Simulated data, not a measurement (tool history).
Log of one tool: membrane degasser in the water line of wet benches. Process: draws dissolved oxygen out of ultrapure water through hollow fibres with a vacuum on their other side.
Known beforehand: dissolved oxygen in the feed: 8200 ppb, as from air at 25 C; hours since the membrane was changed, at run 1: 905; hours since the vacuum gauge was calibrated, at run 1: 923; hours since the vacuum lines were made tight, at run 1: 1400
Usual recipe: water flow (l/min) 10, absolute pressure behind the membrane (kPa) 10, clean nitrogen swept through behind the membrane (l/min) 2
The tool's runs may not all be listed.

run,day,water flow (l/min),absolute pressure behind the membrane (kPa),clean nitrogen swept through behind the membrane (l/min),hours since the membrane was changed,hours since the vacuum gauge was calibrated,hours since the vacuum lines were made tight,dissolved oxygen in the water behind the degasser (ppb),pressure that the water loses in the fibres (kPa)
1,0,10,10,2,905,923,1400,84.5,52.89
2,3.092,10,10,2,979,997,1474,85.5,53.18
3,5.392,10,10,5.94,1034,1052,1530,31.2,52.8
4,7.9,10,6.8,2,1095,1113,1590,46.5,53.19
5,10.404,10,10,4.37,1155,1173,1650,41.8,53.04
6,11.671,10,10,4.37,1185,1203,1680,41.4,53.3

Forecast run 7:
7,14.429,7,8.4,2.43,1251,1269,1747,?,?

{"run 7": {"dissolved oxygen in the water behind the degasser (ppb)": 38.2, "pressure that the water loses in the fibres (kPa)": 37.11}}
With no hidden state in the tool, this same run would have given dissolved oxygen in the water behind the degasser (ppb) 38, pressure that the water loses in the fibres (kPa) 37.1.
